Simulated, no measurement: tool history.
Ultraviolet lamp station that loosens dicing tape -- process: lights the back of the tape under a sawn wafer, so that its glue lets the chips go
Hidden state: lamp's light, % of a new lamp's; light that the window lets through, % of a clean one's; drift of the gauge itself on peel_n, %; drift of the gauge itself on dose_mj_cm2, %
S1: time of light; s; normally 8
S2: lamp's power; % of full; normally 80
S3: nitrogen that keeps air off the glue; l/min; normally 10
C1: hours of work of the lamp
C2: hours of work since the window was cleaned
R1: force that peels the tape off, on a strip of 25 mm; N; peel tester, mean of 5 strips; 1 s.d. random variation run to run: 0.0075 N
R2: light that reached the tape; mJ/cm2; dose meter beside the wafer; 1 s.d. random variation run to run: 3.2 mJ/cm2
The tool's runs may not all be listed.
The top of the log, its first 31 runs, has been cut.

run,day,S1,S2,S3,C1,C2,R1,R2
32,9.979,6,90,6,168,13,0.541,389
33,10.233,6,90,6,171,15,0.561,391
34,10.55,6,90,6,175,19,0.589,387
35,10.917,6,90,6,179,23,0.573,384
36,11.35,8,91,5,183,27,0.359,512
37,11.579,8,91,5,186,30,0.371,514
38,11.896,6,91,4,189,33,0.693,383
39,12.171,11,91,4,192,36,0.224,710
40,12.488,15,76,4,195,40,0.181,797
41,12.742,7,70,12,198,42,0.52,340
42,12.938,12,91,4,200,45,0.206,753
43,13.367,12,91,4,205,49,0.203,759

What if the next run were any one of these 3? Each begins from the tool's condition after run 43:
A,13.667,5,91,7,208,52,?,?
B,13.667,8,74,10,208,52,?,?
C,13.667,7,80,6,208,52,?,?

run,R1,R2
A,0.741,313
B,0.409,409
C,0.563,390
What these runs would have given with no unlogged condition in the tool:
run,R1,R2
A,0.621,352
B,0.327,460
C,0.461,438

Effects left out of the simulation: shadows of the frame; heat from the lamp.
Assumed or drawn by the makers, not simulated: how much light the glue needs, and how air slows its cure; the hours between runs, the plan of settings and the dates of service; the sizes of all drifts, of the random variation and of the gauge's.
